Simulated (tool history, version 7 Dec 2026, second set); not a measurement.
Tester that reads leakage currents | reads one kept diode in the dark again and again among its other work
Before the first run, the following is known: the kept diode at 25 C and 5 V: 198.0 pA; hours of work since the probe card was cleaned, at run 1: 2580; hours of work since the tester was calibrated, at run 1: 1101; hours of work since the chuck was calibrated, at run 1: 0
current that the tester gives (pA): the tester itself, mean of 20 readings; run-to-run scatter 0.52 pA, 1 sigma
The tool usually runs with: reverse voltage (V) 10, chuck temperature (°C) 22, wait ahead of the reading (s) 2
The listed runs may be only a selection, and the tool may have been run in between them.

run,hour,reverse voltage (V),chuck temperature (°C),wait ahead of the reading (s),hours of work since the probe card was cleaned,hours of work since the tester was calibrated,hours of work since the chuck was calibrated,current that the tester gives (pA)
1,0,10,22,2,2580,1101,0,241.38
2,21.7,10,22,2,2595,1116,15,242.04
3,44.1,10,22,2,2611,1132,31,242.76
4,71.8,10,22,2,2630,1151,50,241.65
5,99.4,1.5,22,2,2650,1171,70,83.79
6,137.6,1.5,22,2,2676,1197,97,83.92
# hour 143.5: chuck's temperature calibrated
7,161.8,1.6,22,2,2692,1213,13,87.12
8,203.3,1.6,22,2,2721,1242,42,87.17
9,232.6,1.6,22,2,2742,1263,63,86.95
# hour 262.5: chuck's temperature calibrated, once more
10,265.3,10,24,2,2763,1284,2,281.08
11,301.7,10,24,2,2789,1310,28,279.92
12,334.3,10,24,2,2812,1333,50,280.37
13,366.2,10,33,2,2834,1355,73,551.98
14,387.2,4.2,36,0.39,2849,1370,88,431.91
15,426,4.2,36,0.39,2876,1397,115,431.78
16,459.7,4.2,36,0.39,2900,1421,138,429.59

5 options for the next run, each taken on its own from the tool as it stands now. Forecast them:
A,482.8,3.8,27,0.79,2916,1437,155,?
B,482.8,8.1,36,0.51,2916,1437,155,?
C,482.8,10,25,2.72,2916,1437,155,?
D,482.8,4.2,24,0.39,2916,1437,155,?
E,482.8,18.9,36,2.77,2916,1437,155,?

run,current that the tester gives (pA)
A,206.24
B,614.74
C,301.8
D,174.05
E,974.23
What these runs would have given with no unlogged condition in the tool:
run,current that the tester gives (pA)
A,201.81
B,606.31
C,288.46
D,168.78
E,951.54
